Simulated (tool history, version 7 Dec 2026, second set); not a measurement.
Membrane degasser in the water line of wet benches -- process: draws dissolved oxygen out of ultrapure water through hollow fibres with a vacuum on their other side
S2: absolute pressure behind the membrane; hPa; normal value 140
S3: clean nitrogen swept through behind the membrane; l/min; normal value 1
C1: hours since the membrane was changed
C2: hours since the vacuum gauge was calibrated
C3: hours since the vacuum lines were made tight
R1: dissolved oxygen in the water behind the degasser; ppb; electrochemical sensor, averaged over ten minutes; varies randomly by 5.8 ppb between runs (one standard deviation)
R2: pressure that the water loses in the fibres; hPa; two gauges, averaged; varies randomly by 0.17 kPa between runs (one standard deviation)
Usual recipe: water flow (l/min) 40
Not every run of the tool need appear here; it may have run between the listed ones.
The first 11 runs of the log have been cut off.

Run 12, day 15.938: usual settings; C1 400; C2 1874; C3 3011. Result: R1 971.4 ppb, R2 316.7 hPa.
Run 13, day 17.333: usual settings; C1 433; C2 1907; C3 3045. Result: R1 967.3 ppb, R2 317.2 hPa.
Run 14, day 19.321: usual settings; C1 481; C2 1955; C3 3092. Result: R1 970.2 ppb, R2 320.6 hPa.
Run 15, day 21.146: usual settings; C1 525; C2 1999; C3 3136. Result: R1 965.8 ppb, R2 318.2 hPa.
Run 16, day 22.371: usual settings; C1 554; C2 2028; C3 3165. Result: R1 974.5 ppb, R2 321 hPa.
Run 17, day 24.321: usual settings but S2 161 hPa, S3 0.56 l/min; C1 601; C2 2075; C3 3212. Result: R1 1548.4 ppb, R2 317.6 hPa.
Run 18, day 25.679: usual settings but S2 161 hPa, S3 0.56 l/min; C1 634; C2 2107; C3 3245. Result: R1 1539.9 ppb, R2 317.7 hPa.
Run 19, day 27.746: usual settings but water flow (l/min) 38, S2 229 hPa, S3 2.33 l/min; C1 683; C2 2157; C3 3294. Result: R1 842 ppb, R2 301.8 hPa.
Run 20, day 28.967: usual settings but water flow (l/min) 38, S2 229 hPa, S3 2.33 l/min; C1 712; C2 2186; C3 3324. Result: R1 829.4 ppb, R2 303.2 hPa.
Run 21, day 31.15: usual settings but water flow (l/min) 38, S2 229 hPa, S3 2.33 l/min; C1 765; C2 2239; C3 3376. Result: R1 840.5 ppb, R2 302.6 hPa.
At day 32.421: seals of the vacuum lines changed.
Run 22, day 32.967: usual settings but water flow (l/min) 37, S2 108 hPa, S3 0.64 l/min; C1 806; C2 2280; C3 13. Result: R1 912.9 ppb, R2 294.2 hPa.
Run 23, day 34.175: usual settings but water flow (l/min) 37, S2 108 hPa, S3 0.64 l/min; C1 835; C2 2309; C3 42. Result: R1 912.5 ppb, R2 295.7 hPa.
Run 24, day 35.912: usual settings but water flow (l/min) 48; C1 877; C2 2351; C3 84. Result: R1 1137.9 ppb, R2 383.6 hPa.
Run 25, day 37.992: usual settings but water flow (l/min) 35, S2 104 hPa; C1 927; C2 2401; C3 134. Result: R1 647.4 ppb, R2 281.5 hPa.
Run 26, day 39.179: usual settings but water flow (l/min) 35, S2 141 hPa, S3 0.89 l/min; C1 956; C2 2429; C3 162. Result: R1 928.3 ppb, R2 275.2 hPa.
Run 27, day 40.254: usual settings but water flow (l/min) 33, S2 151 hPa; C1 981; C2 2455; C3 188. Result: R1 877.3 ppb, R2 263.6 hPa.
Run 28, day 42.225: usual settings but water flow (l/min) 46, S2 151 hPa, S3 0.56 l/min; C1 1029; C2 2503; C3 235. Result: R1 1603.7 ppb, R2 368 hPa.
Run 29, day 43.417: usual settings but water flow (l/min) 33; C1 1057; C2 2531; C3 264. Result: R1 812.4 ppb, R2 259.6 hPa.
Run 30, day 45.462: usual settings but water flow (l/min) 33; C1 1106; C2 2580; C3 313. Result: R1 816.1 ppb, R2 259.6 hPa.
Run 31, day 46.45: usual settings but S3 1.9 l/min; C1 1130; C2 2604; C3 337. Result: R1 659.6 ppb, R2 319.1 hPa.
Run 32, day 47.9: usual settings but S3 1.9 l/min; C1 1165; C2 2639; C3 372. Result: R1 660.2 ppb, R2 318.6 hPa.

Alternative continuations, all from the tool just after run 32; predict every row:
Run A, day 49.583: usual settings but S2 299 hPa, S3 1.48 l/min; C1 1205; C2 2679; C3 412. Result: R1 ?, R2 ?.
Run B, day 49.583: usual settings but water flow (l/min) 26, S2 136 hPa, S3 0.61 l/min; C1 1205; C2 2679; C3 412. Result: R1 ?, R2 ?.
Run C, day 49.583: usual settings but water flow (l/min) 50, S2 300 hPa, S3 0.45 l/min; C1 1205; C2 2679; C3 412. Result: R1 ?, R2 ?.

run      R1     R2
  A  1473.1  315.8
  B   890.3  207.8
  C  3340.5  396.7
Take away the tool's hidden state, keep each run's random variation, and the runs would have read:
run      R1     R2
  A  1472.8  315.8
  B     890  207.7
  C  3340.2  396.6
